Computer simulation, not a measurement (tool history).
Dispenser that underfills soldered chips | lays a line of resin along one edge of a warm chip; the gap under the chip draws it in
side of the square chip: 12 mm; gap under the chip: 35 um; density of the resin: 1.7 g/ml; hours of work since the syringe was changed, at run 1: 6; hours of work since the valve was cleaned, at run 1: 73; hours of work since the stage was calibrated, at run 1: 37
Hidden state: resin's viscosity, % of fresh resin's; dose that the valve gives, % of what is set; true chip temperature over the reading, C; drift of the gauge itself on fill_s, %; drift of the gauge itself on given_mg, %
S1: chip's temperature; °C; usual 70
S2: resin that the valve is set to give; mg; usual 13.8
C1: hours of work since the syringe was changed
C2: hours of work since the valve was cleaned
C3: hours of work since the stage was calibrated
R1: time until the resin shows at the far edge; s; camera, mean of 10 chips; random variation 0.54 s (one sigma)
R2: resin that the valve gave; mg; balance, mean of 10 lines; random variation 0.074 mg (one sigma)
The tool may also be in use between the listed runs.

run,day,S1,S2,C1,C2,C3,R1,R2
1,0.000,70,13.8,6,73,37,73.9,13.01
# day 0.179: new syringe of resin
2,0.217,70,13.8,1,76,40,46.7,12.89
3,0.392,70,13.8,3,79,43,59.3,12.85
4,0.533,70,13.8,6,81,45,69.2,12.87
# day 0.717: new syringe of resin
5,0.746,70,13.8,0,85,48,48.0,12.74
6,0.971,63,13.8,4,88,52,76.3,12.80
7,1.196,63,15.3,8,92,56,99.8,14.25
# day 1.246: new syringe of resin
8,1.371,63,13.3,2,94,58,65.4,12.16
9,1.550,67,17.5,5,97,61,69.7,15.98
# day 1.771: new syringe of resin
10,1.792,67,17.5,0,101,64,51.8,16.02
11,1.992,59,17.0,3,104,68,84.5,15.53
12,2.183,59,17.0,6,107,71,105.6,15.42

3 ways to go on from here, each from the tool as it stands after run 12. What would each give?
# day 2.312: new syringe of resin
A,2.371,57,15.2,1,109,73,?,?
# day 2.312: new syringe of resin
B,2.371,80,13.3,1,109,73,?,?
# day 2.312: new syringe of resin
C,2.371,84,16.9,1,109,73,?,?

run,R1,R2
A,75.2,13.80
B,38.1,12.19
C,33.1,15.38
Without the tool's hidden state the same runs would have given:
run,R1,R2
A,68.5,15.17
B,34.5,13.40
C,30.3,16.90

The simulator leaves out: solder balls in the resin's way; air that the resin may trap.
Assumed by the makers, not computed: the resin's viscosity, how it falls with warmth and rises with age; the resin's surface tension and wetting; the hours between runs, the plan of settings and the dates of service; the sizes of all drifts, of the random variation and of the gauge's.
